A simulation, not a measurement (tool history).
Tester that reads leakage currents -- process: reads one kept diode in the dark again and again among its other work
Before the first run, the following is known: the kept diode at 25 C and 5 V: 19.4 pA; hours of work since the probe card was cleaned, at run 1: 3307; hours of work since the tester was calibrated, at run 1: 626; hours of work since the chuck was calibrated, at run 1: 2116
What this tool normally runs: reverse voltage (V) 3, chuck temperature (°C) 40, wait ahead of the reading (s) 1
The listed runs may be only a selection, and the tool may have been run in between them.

| run | day | reverse voltage (V) | chuck temperature (°C) | wait ahead of the reading (s) | hours of work since the probe card was cleaned | hours of work since the tester was calibrated | hours of work since the chuck was calibrated | current that the tester gives (pA) |
|---|---|---|---|---|---|---|---|---|
| 1 | 0 | 3 | 40 | 1 | 3307 | 626 | 2116 | 51.06 |
|  | 1.083 | probe card cleaned and baked |
| 2 | 1.083 | 3 | 40 | 1 | 0 | 643 | 2133 | 47.37 |
| 3 | 1.958 | 3 | 40 | 1 | 15 | 658 | 2148 | 47.42 |
| 4 | 2.679 | 3 | 40 | 1 | 28 | 671 | 2161 | 47.31 |
| 5 | 3.7 | 3 | 40 | 0.86 | 46 | 689 | 2179 | 47.45 |
| 6 | 5.075 | 3 | 52 | 1 | 70 | 713 | 2203 | 103.44 |
| 7 | 6.288 | 3 | 52 | 1 | 91 | 734 | 2224 | 103.37 |
| 8 | 7.188 | 3 | 52 | 1 | 107 | 750 | 2240 | 103.59 |
|  | 7.912 | chuck's temperature calibrated |
| 9 | 8.596 | 3 | 52 | 1 | 130 | 773 | 12 | 101.06 |
| 10 | 9.188 | 6.17 | 52 | 1 | 140 | 783 | 22 | 128.26 |
| 11 | 9.929 | 1 | 52 | 1 | 153 | 796 | 35 | 69.97 |
|  | 11.212 | chuck's temperature calibrated, once more |
| 12 | 11.217 | 3 | 40 | 1 | 175 | 817 | 0 | 49.77 |
| 13 | 12.504 | 3 | 40 | 1 | 197 | 840 | 23 | 49.92 |
| 14 | 13.642 | 3 | 40 | 1 | 217 | 860 | 43 | 49.72 |
| 15 | 14.546 | 3 | 40 | 1 | 233 | 876 | 58 | 49.62 |
| 16 | 15.892 | 3 | 40 | 1 | 256 | 899 | 82 | 49.72 |
| 17 | 17.1 | 3 | 33 | 1 | 278 | 920 | 103 | 31.05 |
| 18 | 17.854 | 3.47 | 40 | 1 | 291 | 934 | 116 | 52.33 |
| 19 | 18.554 | 3 | 32 | 1 | 303 | 946 | 129 | 29 |
| 20 | 19.725 | 3 | 32 | 1 | 324 | 966 | 149 | 29.01 |
| 21 | 20.396 | 3 | 36 | 6.16 | 335 | 978 | 161 | 37.12 |
| 22 | 21.138 | 3 | 36 | 6.16 | 348 | 991 | 174 | 37.47 |
| 23 | 22.171 | 5.98 | 27 | 5.64 | 366 | 1009 | 192 | 25.1 |
| 24 | 22.896 | 2.88 | 54 | 1 | 379 | 1022 | 205 | 121.17 |
| 25 | 23.867 | 1.93 | 42 | 1 | 396 | 1039 | 222 | 48.96 |
| 26 | 24.954 | 1.93 | 25 | 9.83 | 415 | 1058 | 241 | 14.57 |
| 27 | 26.196 | 3 | 22 | 1 | 437 | 1080 | 262 | 14.53 |
| 28 | 27.3 | 3 | 51 | 1 | 456 | 1099 | 282 | 101.5 |
| 29 | 28.15 | 3 | 51 | 1 | 471 | 1114 | 297 | 101.34 |
| 30 | 29.221 | 3 | 39 | 9.55 | 490 | 1133 | 315 | 45.6 |
| 31 | 30.575 | 3 | 57 | 9.55 | 514 | 1156 | 339 | 146.64 |
| 32 | 31.142 | 4.69 | 31 | 0.5 | 524 | 1166 | 349 | 33.64 |
| 33 | 32.212 | 12.27 | 23 | 5.89 | 542 | 1185 | 368 | 25.5 |
| 34 | 33.117 | 12.27 | 23 | 5.89 | 558 | 1201 | 384 | 25.59 |
| 35 | 33.888 | 18.11 | 49 | 1.38 | 572 | 1214 | 397 | 166.13 |
| 36 | 34.683 | 18.11 | 49 | 1.38 | 586 | 1228 | 411 | 166.75 |
| 37 | 35.688 | 4.81 | 40 | 2.98 | 603 | 1246 | 429 | 57.63 |
| 38 | 36.746 | 1.63 | 27 | 0.38 | 622 | 1265 | 447 | 17.39 |
| 39 | 37.925 | 3 | 36 | 1 | 642 | 1285 | 468 | 38.15 |

Hidden state at the last listed run before each entry between runs and at the first one after, where it differs:
In the gap between runs 1 and 2: probe card cleaned and baked (day 1.083)
  stray current of the dirty probe card, pA a volt: 1.266 -> 0.023
  measured value less the no-hidden-state value, current that the tester gives (pA): +1.5 -> -2.25
In the gap between runs 8 and 9: chuck's temperature calibrated (day 7.912)
  stray current of the dirty probe card, pA a volt: 0.064 -> 0.073; true chuck temperature over the reading, C: -0.73 -> -1.16
  measured value less the no-hidden-state value, current that the tester gives (pA): -4.79 -> -7.55
In the gap between runs 11 and 12: chuck's temperature calibrated, once more (day 11.212)
  stray current of the dirty probe card, pA a volt: 0.082 -> 0.09; current scale over the true one, %: -0.01 -> -0.02; true chuck temperature over the reading, C: -1.17 -> 0.03
  measured value less the no-hidden-state value, current that the tester gives (pA): -5.35 -> +0.31
